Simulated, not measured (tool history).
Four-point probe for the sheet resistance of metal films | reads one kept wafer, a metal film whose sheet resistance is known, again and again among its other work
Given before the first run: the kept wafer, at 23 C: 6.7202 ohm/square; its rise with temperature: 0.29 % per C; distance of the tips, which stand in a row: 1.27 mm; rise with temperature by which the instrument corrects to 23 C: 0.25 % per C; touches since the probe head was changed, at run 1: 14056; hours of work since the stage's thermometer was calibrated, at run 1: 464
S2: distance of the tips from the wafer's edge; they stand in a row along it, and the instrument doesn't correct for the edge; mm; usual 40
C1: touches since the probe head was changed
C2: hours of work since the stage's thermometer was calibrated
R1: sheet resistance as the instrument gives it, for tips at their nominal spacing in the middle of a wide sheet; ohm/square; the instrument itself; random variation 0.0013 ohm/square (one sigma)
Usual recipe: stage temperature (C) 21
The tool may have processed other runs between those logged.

run 1 hour=0.0 | stage_temperature_(C)=21 S2=40 | C1=14056 C2=464 | R1=6.737635
run 2 hour=21.5 | stage_temperature_(C)=21 S2=40 | C1=14597 C2=479 | R1=6.738985
run 3 hour=60.7 | stage_temperature_(C)=21 S2=40 | C1=15586 C2=506 | R1=6.737008
run 4 hour=89.9 | stage_temperature_(C)=21 S2=40 | C1=16321 C2=526 | R1=6.736743
run 5 hour=132.3 | stage_temperature_(C)=21 S2=40 | C1=17390 C2=555 | R1=6.737190
run 6 hour=154.8 | stage_temperature_(C)=21 S2=40 | C1=17959 C2=570 | R1=6.737868
run 7 hour=199.3 | stage_temperature_(C)=21 S2=40 | C1=19080 C2=601 | R1=6.738379
run 8 hour=221.9 | stage_temperature_(C)=21 S2=40 | C1=19651 C2=616 | R1=6.742416
run 9 hour=245.5 | stage_temperature_(C)=35 S2=40 | C1=20245 C2=632 | R1=6.772952
run 10 hour=277.4 | stage_temperature_(C)=35 S2=40 | C1=21050 C2=654 | R1=6.773367
run 11 hour=321.4 | stage_temperature_(C)=35 S2=40 | C1=22159 C2=684 | R1=6.773942
run 12 hour=350.0 | stage_temperature_(C)=21 S2=40 | C1=22879 C2=704 | R1=6.738682
run 13 hour=371.8 | stage_temperature_(C)=21 S2=40 | C1=23429 C2=719 | R1=6.738167
run 14 hour=399.3 | stage_temperature_(C)=19 S2=40 | C1=24122 C2=737 | R1=6.735118
run 15 hour=439.6 | stage_temperature_(C)=19 S2=40 | C1=25140 C2=765 | R1=6.734300
run 16 hour=475.5 | stage_temperature_(C)=33 S2=40 | C1=26044 C2=790 | R1=6.768727
run 17 hour=508.9 | stage_temperature_(C)=33 S2=6 | C1=26885 C2=813 | R1=6.927447
run 18 hour=542.6 | stage_temperature_(C)=21 S2=75 | C1=27736 C2=836 | R1=6.739045
run 19 hour=561.8 | stage_temperature_(C)=21 S2=40 | C1=28219 C2=849 | R1=6.741419
run 20 hour=584.3 | stage_temperature_(C)=21 S2=40 | C1=28788 C2=864 | R1=6.743385
run 21 hour=619.4 | stage_temperature_(C)=27 S2=8 | C1=29671 C2=888 | R1=6.846912

Run 22 has not been measured yet. What should we expect?
run 22 hour=647.7 | stage_temperature_(C)=27 S2=8 | C1=30385 C2=908 | R1=?

Run 22 yielded R1 6.842751 ohm/square.
Minus the tool's unlogged condition, the same run would have read R1 6.819249 ohm/square.
